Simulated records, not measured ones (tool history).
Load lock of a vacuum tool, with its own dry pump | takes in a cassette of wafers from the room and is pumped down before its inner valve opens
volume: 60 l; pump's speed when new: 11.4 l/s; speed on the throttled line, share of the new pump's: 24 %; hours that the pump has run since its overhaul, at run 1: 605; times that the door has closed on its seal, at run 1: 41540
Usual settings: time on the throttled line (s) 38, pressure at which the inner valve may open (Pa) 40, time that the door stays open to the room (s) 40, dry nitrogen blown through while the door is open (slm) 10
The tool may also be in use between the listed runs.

run	hour	time on the throttled line (s)	pressure at which the inner valve may open (Pa)	time that the door stays open to the room (s)	dry nitrogen blown through while the door is open (slm)	hours that the pump has run since its overhaul	times that the door has closed on its seal	incoming humidity of the room's air, %	time from the closed door until the inner valve may open (s)	rise of the pressure with all valves shut (Pa/min)
1	0	38	40	40	10	605	41540	42.5	70.5	0.131
2	405.1	38	40	40	10	1010	42524	40.3	70.6	0.136
3	655.4	38	40	40	10	1260	43133	44.8	70.7	0.142
4	916.4	38	40	40	10	1521	43767	46.4	70.8	0.142
5	1348.6	38	38	40	10	1953	44817	43.6	71.4	0.155
6	1653.9	38	40	41	10	2258	45558	45.4	71.4	0.15
7	2060	38	40	40	10	2665	46545	41	71.2	0.157
8	2366.7	38	40	40	10	2971	47290	45.3	71	0.164
9	2551.4	38	40	40	10	3156	47739	43.3	71.1	0.168
10	2976.3	38	40	40	10	3581	48771	45.8	72	0.173
11	3385.1	38	40	223	10	3990	49765	42.9	71.7	0.198
12	3686.6	38	60	223	10	4291	50497	43.1	69.6	0.206
13	3863.8	38	60	223	19	4468	50927	42.7	69.4	0.201
14	4137.9	38	40	178	28	4742	51593	46.4	72	0.198
15	4501.5	51	72	178	27	5106	52477	41.9	78.3	0.198
16	4924.3	51	43	196	27	5529	53504	46.1	81.2	0.206
17	5349	56	40	196	20	5954	54536	44.8	85.4	0.214
18	5677.6	39	30	196	44	6282	55334	47	74	0.211
19	5983.8	39	30	196	44	6588	56078	43	74.4	0.221
20	6336.5	23	61	121	5	6941	56935	47.4	58.8	0.24

Measured less the same run without the tool's hidden state. The same run-to-run variation is in both; the gauge's scatter may not be:
The hidden state here: pump's speed, % of a new pump's; leak at the door's seal, Pa l/s; drift of the gauge itself on ready_s, %; drift of the gauge itself on rise_pa_min, %.
run	time from the closed door until the inner valve may open (s)	rise of the pressure with all valves shut (Pa/min)
1	+0.4	+0.12
2	+0.6	+0.124
3	+0.6	+0.13
4	+0.6	+0.129
5	+0.8	+0.14
6	+0.8	+0.14
7	+0.9	+0.148
8	+1	+0.152
9	+1.1	+0.153
10	+1.1	+0.158
11	+1.2	+0.164
12	+1.2	+0.168
13	+1.3	+0.172
14	+1.3	+0.175
15	+1.2	+0.182
16	+1.3	+0.189
17	+1.4	+0.19
18	+1.8	+0.198
19	+1.8	+0.203
20	+2	+0.203
